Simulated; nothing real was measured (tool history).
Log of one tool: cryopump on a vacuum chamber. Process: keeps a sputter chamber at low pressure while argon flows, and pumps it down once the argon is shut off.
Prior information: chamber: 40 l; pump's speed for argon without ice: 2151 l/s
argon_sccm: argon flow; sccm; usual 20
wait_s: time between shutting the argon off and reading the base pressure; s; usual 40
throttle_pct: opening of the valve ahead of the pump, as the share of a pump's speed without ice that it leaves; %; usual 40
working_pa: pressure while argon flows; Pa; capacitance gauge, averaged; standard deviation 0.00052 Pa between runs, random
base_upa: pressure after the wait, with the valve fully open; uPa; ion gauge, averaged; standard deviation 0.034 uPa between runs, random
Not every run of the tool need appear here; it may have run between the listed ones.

{"run": 1, "hour": 0.0, "argon_sccm": 20, "wait_s": 40, "throttle_pct": 40, "working_pa": 0.042, "base_upa": 2.34}
{"run": 2, "hour": 44.7, "argon_sccm": 20, "wait_s": 40, "throttle_pct": 40, "working_pa": 0.0421, "base_upa": 2.42}
{"run": 3, "hour": 78.1, "argon_sccm": 20, "wait_s": 40, "throttle_pct": 40, "working_pa": 0.0433, "base_upa": 2.4}
{"run": 4, "hour": 154.1, "argon_sccm": 20, "wait_s": 40, "throttle_pct": 40, "working_pa": 0.0426, "base_upa": 2.44}
{"hour": 205.3, "done": "pump warmed up, emptied and cooled again"}
{"run": 5, "hour": 211.2, "argon_sccm": 20, "wait_s": 40, "throttle_pct": 21, "working_pa": 0.075, "base_upa": 2.27}
{"run": 6, "hour": 264.5, "argon_sccm": 20, "wait_s": 40, "throttle_pct": 21, "working_pa": 0.0754, "base_upa": 2.32}
{"run": 7, "hour": 337.4, "argon_sccm": 20, "wait_s": 40, "throttle_pct": 21, "working_pa": 0.0752, "base_upa": 2.38}
{"run": 8, "hour": 373.4, "argon_sccm": 20, "wait_s": 40, "throttle_pct": 21, "working_pa": 0.0756, "base_upa": 2.37}
{"run": 9, "hour": 410.2, "argon_sccm": 20, "wait_s": 40, "throttle_pct": 21, "working_pa": 0.0754, "base_upa": 2.39}
{"run": 10, "hour": 468.3, "argon_sccm": 20, "wait_s": 40, "throttle_pct": 21, "working_pa": 0.0776, "base_upa": 2.42}
{"run": 11, "hour": 543.9, "argon_sccm": 20, "wait_s": 40, "throttle_pct": 21, "working_pa": 0.078, "base_upa": 2.48}
{"run": 12, "hour": 596.8, "argon_sccm": 34, "wait_s": 95, "throttle_pct": 40, "working_pa": 0.0704, "base_upa": 1.53}
{"run": 13, "hour": 655.6, "argon_sccm": 36, "wait_s": 52, "throttle_pct": 40, "working_pa": 0.0738, "base_upa": 2.2}
{"run": 14, "hour": 704.6, "argon_sccm": 20, "wait_s": 40, "throttle_pct": 19, "working_pa": 0.0847, "base_upa": 2.55}
{"run": 15, "hour": 760.3, "argon_sccm": 16, "wait_s": 263, "throttle_pct": 40, "working_pa": 0.0337, "base_upa": 1.15}
{"run": 16, "hour": 828.5, "argon_sccm": 15, "wait_s": 25, "throttle_pct": 45, "working_pa": 0.0276, "base_upa": 3.62}
{"run": 17, "hour": 860.4, "argon_sccm": 15, "wait_s": 25, "throttle_pct": 45, "working_pa": 0.029, "base_upa": 3.63}
{"run": 18, "hour": 903.1, "argon_sccm": 9, "wait_s": 47, "throttle_pct": 26, "working_pa": 0.0294, "base_upa": 2.44}
{"run": 19, "hour": 957.3, "argon_sccm": 23, "wait_s": 107, "throttle_pct": 26, "working_pa": 0.0731, "base_upa": 1.59}
{"run": 20, "hour": 1028.0, "argon_sccm": 23, "wait_s": 107, "throttle_pct": 26, "working_pa": 0.0743, "base_upa": 1.7}
{"run": 21, "hour": 1091.2, "argon_sccm": 9, "wait_s": 160, "throttle_pct": 26, "working_pa": 0.0291, "base_upa": 1.52}

Alternative continuations, all from the tool just after run 21; predict every row:
{"run": "A", "hour": 1142.6, "argon_sccm": 22, "wait_s": 35, "throttle_pct": 26, "working_pa": "?", "base_upa": "?"}
{"run": "B", "hour": 1142.6, "argon_sccm": 11, "wait_s": 40, "throttle_pct": 54, "working_pa": "?", "base_upa": "?"}
{"run": "C", "hour": 1142.6, "argon_sccm": 25, "wait_s": 137, "throttle_pct": 40, "working_pa": "?", "base_upa": "?"}
{"run": "D", "hour": 1142.6, "argon_sccm": 15, "wait_s": 160, "throttle_pct": 26, "working_pa": "?", "base_upa": "?"}

run=A working_pa=0.0723 base_upa=3.01
run=B working_pa=0.0188 base_upa=2.85
run=C working_pa=0.0556 base_upa=1.64
run=D working_pa=0.0488 base_upa=1.59
With the hidden condition removed and each run's random variation left untouched, the same runs would have given:
run=A working_pa=0.0674 base_upa=2.05
run=B working_pa=0.0163 base_upa=1.85
run=C working_pa=0.05 base_upa=0.66
run=D working_pa=0.0454 base_upa=0.6
